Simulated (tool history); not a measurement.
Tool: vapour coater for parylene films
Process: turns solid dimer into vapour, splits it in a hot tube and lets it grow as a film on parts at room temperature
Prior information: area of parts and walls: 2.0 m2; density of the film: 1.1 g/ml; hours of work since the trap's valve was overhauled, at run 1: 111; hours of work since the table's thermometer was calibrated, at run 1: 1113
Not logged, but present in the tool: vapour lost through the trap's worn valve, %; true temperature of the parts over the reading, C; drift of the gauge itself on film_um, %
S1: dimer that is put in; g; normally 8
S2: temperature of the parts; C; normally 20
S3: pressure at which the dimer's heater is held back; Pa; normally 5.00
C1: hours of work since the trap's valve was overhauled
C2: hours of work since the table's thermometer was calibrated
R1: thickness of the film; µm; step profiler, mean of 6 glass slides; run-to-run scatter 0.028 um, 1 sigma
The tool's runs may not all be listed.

run,hour,S1,S2,S3,C1,C2,R1
1,0.0,8,20,5.00,111,1113,2.32
2,35.5,8,20,5.00,135,1136,2.35
3,57.4,8,20,5.00,149,1151,2.36
4,93.0,8,20,5.00,172,1174,2.32
5,138.4,8,20,5.00,202,1204,2.32
6,177.2,8,20,5.00,228,1229,2.29
7,213.6,8,20,5.00,251,1253,2.35
8,251.6,8,20,5.00,276,1278,2.28
9,282.4,8,31,5.00,297,1298,1.62
10,310.2,4,31,11.19,315,1316,0.73
11,342.2,8,20,5.00,336,1337,2.24
12,366.0,13,20,5.00,351,1353,3.64
13,386.6,3,22,9.81,365,1367,0.75
14,417.0,3,22,9.81,385,1387,0.75
15,453.3,8,20,10.74,409,1410,2.04
16,498.7,12,17,3.70,438,1440,3.77

Some steps in R1 between neighbouring runs. How much of each would the tool show without its hidden state too (settings, what came in, random variation), and how much is left for the hidden state, with any gauge scatter that isn't in both results?
Run 12 -> 13: S1 13 -> 3, S2 20 -> 22, S3 5.00 -> 9.81. R1 -2.89 µm: hidden state +0.27, all else -3.16.
